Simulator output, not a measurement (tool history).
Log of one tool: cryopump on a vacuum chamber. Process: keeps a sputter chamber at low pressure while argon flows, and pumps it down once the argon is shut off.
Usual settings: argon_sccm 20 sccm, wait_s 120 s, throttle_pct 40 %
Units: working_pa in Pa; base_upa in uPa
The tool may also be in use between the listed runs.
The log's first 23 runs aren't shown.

At hour 1793.6: pump warmed up, emptied and cooled again.
Run 24, hour 1820.7: usual settings but argon_sccm 11 sccm, wait_s 98 s, throttle_pct 36 %. Result: working_pa 0.021 Pa, base_upa 0.57 uPa.
Run 25, hour 1917.4: usual settings but wait_s 112 s, throttle_pct 26 %. Result: working_pa 0.0534 Pa, base_upa 0.56 uPa.
Run 26, hour 1961.6: usual settings but wait_s 71 s. Result: working_pa 0.0351 Pa, base_upa 0.68 uPa.
Run 27, hour 2065.6: usual settings but wait_s 71 s. Result: working_pa 0.0348 Pa, base_upa 0.71 uPa.
Run 28, hour 2141.2: usual settings but argon_sccm 15 sccm, wait_s 54 s, throttle_pct 34 %. Result: working_pa 0.0312 Pa, base_upa 0.79 uPa.
Run 29, hour 2211.5: usual settings but wait_s 122 s, throttle_pct 56 %. Result: working_pa 0.0252 Pa, base_upa 0.61 uPa.
Run 30, hour 2253.4: usual settings but argon_sccm 28 sccm, wait_s 129 s, throttle_pct 52 %. Result: working_pa 0.038 Pa, base_upa 0.63 uPa.
Run 31, hour 2304.2: usual settings but argon_sccm 25 sccm, wait_s 222 s. Result: working_pa 0.0442 Pa, base_upa 0.51 uPa.
Run 32, hour 2346.6: usual settings but argon_sccm 19 sccm, wait_s 25 s. Result: working_pa 0.0335 Pa, base_upa 1.36 uPa.
Run 33, hour 2440.7: usual settings but argon_sccm 13 sccm, wait_s 31 s. Result: working_pa 0.0234 Pa, base_upa 1.2 uPa.
Run 34, hour 2537.2: usual settings but argon_sccm 13 sccm, wait_s 295 s, throttle_pct 38 %. Result: working_pa 0.024 Pa, base_upa 0.53 uPa.

Forecast each of these 3 alternatives for the next run:
Run A, hour 2596.7: usual settings but argon_sccm 17 sccm, wait_s 53 s, throttle_pct 50 %. Result: working_pa ?, base_upa ?.
Run B, hour 2596.7: usual settings but throttle_pct 21 %. Result: working_pa ?, base_upa ?.
Run C, hour 2596.7: usual settings but argon_sccm 17 sccm. Result: working_pa ?, base_upa ?.

run  working_pa  base_upa
  A      0.0249      0.89
  B      0.0667      0.66
  C      0.0301      0.67
Without the tool's hidden state the same runs would have given:
run  working_pa  base_upa
  A      0.0238      0.53
  B      0.0654      0.32
  C      0.0289      0.32

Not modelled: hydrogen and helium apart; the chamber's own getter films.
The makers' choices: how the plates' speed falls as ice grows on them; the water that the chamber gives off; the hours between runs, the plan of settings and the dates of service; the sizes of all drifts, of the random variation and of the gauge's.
